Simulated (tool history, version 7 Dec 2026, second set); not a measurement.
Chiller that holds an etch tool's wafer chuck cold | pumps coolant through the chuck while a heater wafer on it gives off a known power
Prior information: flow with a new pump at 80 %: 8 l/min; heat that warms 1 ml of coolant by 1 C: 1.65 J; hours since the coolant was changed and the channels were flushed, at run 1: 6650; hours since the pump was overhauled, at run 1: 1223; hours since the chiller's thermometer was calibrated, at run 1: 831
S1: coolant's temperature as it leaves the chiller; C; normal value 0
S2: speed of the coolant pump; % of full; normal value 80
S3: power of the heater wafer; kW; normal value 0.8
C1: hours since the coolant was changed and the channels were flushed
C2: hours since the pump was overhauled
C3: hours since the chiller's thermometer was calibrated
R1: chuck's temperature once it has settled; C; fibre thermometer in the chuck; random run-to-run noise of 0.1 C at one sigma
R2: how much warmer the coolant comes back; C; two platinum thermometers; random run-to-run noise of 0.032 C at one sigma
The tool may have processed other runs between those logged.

{"run": 1, "hour": 0.0, "S1": 0, "S2": 80, "S3": 0.8, "C1": 6650, "C2": 1223, "C3": 831, "R1": 8.2, "R2": 3.65}
{"run": 2, "hour": 82.6, "S1": 0, "S2": 80, "S3": 0.8, "C1": 6732, "C2": 1306, "C3": 914, "R1": 8.1, "R2": 3.6}
{"run": 3, "hour": 148.2, "S1": 0, "S2": 80, "S3": 0.8, "C1": 6798, "C2": 1372, "C3": 979, "R1": 8, "R2": 3.61}
{"run": 4, "hour": 193.6, "S1": 0, "S2": 95, "S3": 0.8, "C1": 6843, "C2": 1417, "C3": 1025, "R1": 6.9, "R2": 2.97}
{"run": 5, "hour": 276.2, "S1": 0, "S2": 80, "S3": 0.8, "C1": 6926, "C2": 1500, "C3": 1107, "R1": 8.1, "R2": 3.6}
{"run": 6, "hour": 374.6, "S1": 0, "S2": 80, "S3": 0.8, "C1": 7024, "C2": 1598, "C3": 1206, "R1": 8, "R2": 3.69}
{"run": 7, "hour": 423.1, "S1": 0, "S2": 80, "S3": 0.8, "C1": 7073, "C2": 1646, "C3": 1254, "R1": 8.1, "R2": 3.59}
{"run": 8, "hour": 476.9, "S1": 0, "S2": 73, "S3": 0.8, "C1": 7127, "C2": 1700, "C3": 1308, "R1": 8.7, "R2": 4.03}
{"run": 9, "hour": 536.3, "S1": 8, "S2": 100, "S3": 0.437, "C1": 7186, "C2": 1760, "C3": 1367, "R1": 11.5, "R2": 1.59}
{"run": 10, "hour": 606.9, "S1": 0, "S2": 87, "S3": 1.139, "C1": 7257, "C2": 1830, "C3": 1438, "R1": 10.6, "R2": 4.72}
{"run": 11, "hour": 671.1, "S1": 0, "S2": 87, "S3": 1.139, "C1": 7321, "C2": 1895, "C3": 1502, "R1": 10.7, "R2": 4.75}
{"run": 12, "hour": 719.3, "S1": 7, "S2": 79, "S3": 0.8, "C1": 7369, "C2": 1943, "C3": 1550, "R1": 15.1, "R2": 3.67}

Expected results for the next run?
{"run": 13, "hour": 795.7, "S1": -1, "S2": 79, "S3": 0.895, "C1": 7445, "C2": 2019, "C3": 1627, "R1": "?", "R2": "?"}

{"run 13": {"R1": 8.2, "R2": 4.14}}
Take away the tool's hidden state, keep the run-to-run variation as it was, and the same run would have given R1 8.2 C, R2 4.13 C.
